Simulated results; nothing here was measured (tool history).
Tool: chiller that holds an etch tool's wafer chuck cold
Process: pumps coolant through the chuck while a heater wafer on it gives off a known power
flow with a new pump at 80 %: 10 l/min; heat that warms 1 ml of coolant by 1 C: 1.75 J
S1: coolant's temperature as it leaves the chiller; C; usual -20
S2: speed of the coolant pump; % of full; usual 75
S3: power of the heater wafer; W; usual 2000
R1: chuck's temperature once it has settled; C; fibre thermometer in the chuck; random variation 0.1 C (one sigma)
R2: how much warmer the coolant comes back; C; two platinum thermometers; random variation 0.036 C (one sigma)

Run 1, hour 0.0: usual settings. Result: R1 -6.1 C, R2 7.37 C.
Run 2, hour 27.8: usual settings. Result: R1 -6.0 C, R2 7.40 C.
Run 3, hour 50.6: usual settings. Result: R1 -6.1 C, R2 7.35 C.
Run 4, hour 79.0: usual settings. Result: R1 -5.7 C, R2 7.39 C.
Run 5, hour 102.4: usual settings. Result: R1 -6.0 C, R2 7.37 C.
Run 6, hour 138.6: usual settings but S3 1465 W. Result: R1 -9.8 C, R2 5.40 C.
Run 7, hour 162.8: usual settings but S3 1465 W. Result: R1 -9.5 C, R2 5.37 C.
Run 8, hour 211.8: usual settings but S2 90 % of full, S3 1465 W. Result: R1 -11.2 C, R2 4.38 C.
At hour 226.0: chiller's thermometer calibrated.
Run 9, hour 253.9: usual settings but S3 1705 W. Result: R1 -8.2 C, R2 6.24 C.
Run 10, hour 282.6: usual settings. Result: R1 -6.1 C, R2 7.36 C.
Run 11, hour 330.8: usual settings but S2 84 % of full. Result: R1 -7.3 C, R2 6.35 C.
Run 12, hour 355.0: usual settings but S2 84 % of full. Result: R1 -7.5 C, R2 6.43 C.
Run 13, hour 382.4: usual settings but S2 84 % of full. Result: R1 -7.4 C, R2 6.41 C.
Run 14, hour 423.5: usual settings but S2 84 % of full. Result: R1 -7.4 C, R2 6.47 C.
Run 15, hour 466.4: usual settings but S2 84 % of full. Result: R1 -7.3 C, R2 6.37 C.
Run 16, hour 511.3: usual settings but S1 -27 C. Result: R1 -12.9 C, R2 7.22 C.
Run 17, hour 535.7: usual settings but S2 79 % of full, S3 2269 W. Result: R1 -4.5 C, R2 7.77 C.
Run 18, hour 584.4: usual settings but S2 79 % of full, S3 2269 W. Result: R1 -4.8 C, R2 7.85 C.
Run 19, hour 617.7: usual settings but S2 79 % of full, S3 2269 W. Result: R1 -4.7 C, R2 7.76 C.
Run 20, hour 640.3: usual settings but S2 79 % of full, S3 2269 W. Result: R1 -4.8 C, R2 7.70 C.
Run 21, hour 675.1: usual settings but S2 79 % of full, S3 2269 W. Result: R1 -4.8 C, R2 7.71 C.
Run 22, hour 701.8: usual settings but S1 -28 C, S2 64 % of full, S3 2269 W. Result: R1 -10.0 C, R2 9.77 C.
Run 23, hour 744.3: usual settings but S3 2713 W. Result: R1 -1.0 C, R2 9.84 C.
Run 24, hour 791.7: usual settings but S2 94 % of full. Result: R1 -8.5 C, R2 5.56 C.
Run 25, hour 811.7: usual settings but S2 64 % of full. Result: R1 -4.0 C, R2 8.60 C.
Run 26, hour 849.1: usual settings but S1 -11 C, S2 81 % of full, S3 1001 W. Result: R1 -4.5 C, R2 3.23 C.
Run 27, hour 896.0: usual settings but S1 -11 C, S2 81 % of full, S3 1001 W. Result: R1 -4.5 C, R2 3.17 C.
Run 28, hour 942.1: usual settings but S1 -21 C, S2 61 % of full, S3 1364 W. Result: R1 -9.6 C, R2 6.08 C.
Run 29, hour 968.1: usual settings but S1 -29 C, S2 96 % of full, S3 1170 W. Result: R1 -22.4 C, R2 3.06 C.
Run 30, hour 1006.9: usual settings but S3 1035 W. Result: R1 -12.8 C, R2 3.55 C.
Run 31, hour 1042.8: usual settings but S3 1035 W. Result: R1 -12.5 C, R2 3.51 C.
Run 32, hour 1085.9: usual settings but S1 -11 C, S3 1035 W. Result: R1 -3.8 C, R2 3.53 C.

Forecast each of these 4 alternatives for the next run:
Run A, hour 1108.5: usual settings but S1 -21 C, S2 86 % of full. Result: R1 ?, R2 ?.
Run B, hour 1108.5: usual settings but S2 85 % of full. Result: R1 ?, R2 ?.
Run C, hour 1108.5: usual settings but S1 -14 C, S3 1459 W. Result: R1 ?, R2 ?.
Run D, hour 1108.5: usual settings but S1 -11 C, S2 85 % of full, S3 1545 W. Result: R1 ?, R2 ?.

run    R1    R2
  A  -8.7  6.10
  B  -7.2  6.13
  C  -3.7  5.11
  D  -1.2  4.67
Without the tool's hidden state the same runs would have given:
run    R1    R2
  A  -8.7  6.39
  B  -7.3  6.43
  C  -3.7  5.40
  D  -1.2  4.97
